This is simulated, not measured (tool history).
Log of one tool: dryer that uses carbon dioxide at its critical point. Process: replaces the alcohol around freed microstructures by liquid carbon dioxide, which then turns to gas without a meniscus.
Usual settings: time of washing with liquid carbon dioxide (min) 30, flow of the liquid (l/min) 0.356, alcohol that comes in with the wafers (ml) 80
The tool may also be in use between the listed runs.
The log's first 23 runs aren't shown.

run	hour	time of washing with liquid carbon dioxide (min)	flow of the liquid (l/min)	alcohol that comes in with the wafers (ml)	alcohol left in the vessel before it's heated (ppm by volume)
24	281.0	23	0.283	75	3585
25	288.0	23	0.283	75	3604
26	296.5	34	0.356	80	579
27	309.5	39	0.378	50	212
28	324.4	40	0.563	80	99
29	333.7	40	0.563	80	102
30	342.6	38	0.317	80	617
31	355.1	34	0.317	37	474
32	369.0	20	0.339	80	3627
33	376.1	30	0.450	80	391
34	382.5	38	0.234	40	909
35	392.8	42	0.303	80	506
36	399.1	27	0.331	72	1511
37	411.5	19	0.231	72	7469
38	421.4	33	0.315	33	495
39	433.0	23	0.315	106	4058
40	441.6	28	0.268	23	899
41	450.2	31	0.293	35	798
42	458.1	31	0.293	35	788
43	469.9	19	0.453	80	1976
# hour 476.1: inlet filter changed
44	480.0	19	0.453	80	1504

4 ways to go on from here, each from the tool as it stands after run 44. What would each give?
A	489.8	30	0.356	87	?
B	489.8	30	0.448	80	?
C	489.8	26	0.225	38	?
D	489.8	23	0.453	80	?

run	alcohol left in the vessel before it's heated (ppm by volume)
A	769
B	308
C	2020
D	787
Without the tool's hidden state the same runs would have given:
run	alcohol left in the vessel before it's heated (ppm by volume)
A	653
B	202
C	1895
D	670
